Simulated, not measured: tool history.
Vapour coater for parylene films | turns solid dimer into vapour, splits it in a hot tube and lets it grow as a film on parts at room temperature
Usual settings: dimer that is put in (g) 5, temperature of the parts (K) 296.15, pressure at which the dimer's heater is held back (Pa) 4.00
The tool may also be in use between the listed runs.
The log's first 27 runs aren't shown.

run	day	dimer that is put in (g)	temperature of the parts (K)	pressure at which the dimer's heater is held back (Pa)	hours of work since the trap's valve was overhauled	hours of work since the table's thermometer was calibrated	thickness of the film (nm)
28	16.588	5	294.15	5.34	531	572	3010
# day 16.871: trap's valve overhauled
29	17.454	5	293.15	3.16	12	587	3710
30	18.317	3	290.15	3.41	30	605	2180
31	19.138	3	290.15	3.41	47	622	2200
32	20.038	8	303.15	4.00	66	641	3460
33	20.775	5	293.15	4.00	81	656	3570
34	21.621	5	293.15	4.00	99	674	3540
35	22.450	5	293.15	4.00	116	691	3440
36	23.017	3	302.15	3.36	128	703	1400
37	23.688	2	289.15	2.67	142	717	1440
38	24.546	7	304.15	7.79	160	735	2460
39	25.346	7	304.15	7.79	177	751	2450
40	25.846	9	300.15	4.88	187	762	4240
41	26.388	5	296.15	4.55	198	773	2900
42	26.879	5	296.15	5.14	208	783	2870
43	27.392	5	296.15	5.14	219	794	2830
44	27.975	5	288.15	3.16	231	806	3600
45	28.512	5	288.15	3.16	242	817	3670
46	29.142	2	290.15	4.00	256	830	1470
47	29.521	2	290.15	4.00	263	838	1430

3 ways to go on from here, each from the tool as it stands after run 47. What would each give?
A	30.038	4	297.15	4.20	274	849	?
B	30.038	7	296.15	4.73	274	849	?
C	30.038	3	290.15	4.43	274	849	?

run	thickness of the film (nm)
A	2260
B	3970
C	2170
Without the tool's hidden state the same runs would have given:
run	thickness of the film (nm)
A	2340
B	4110
C	2230
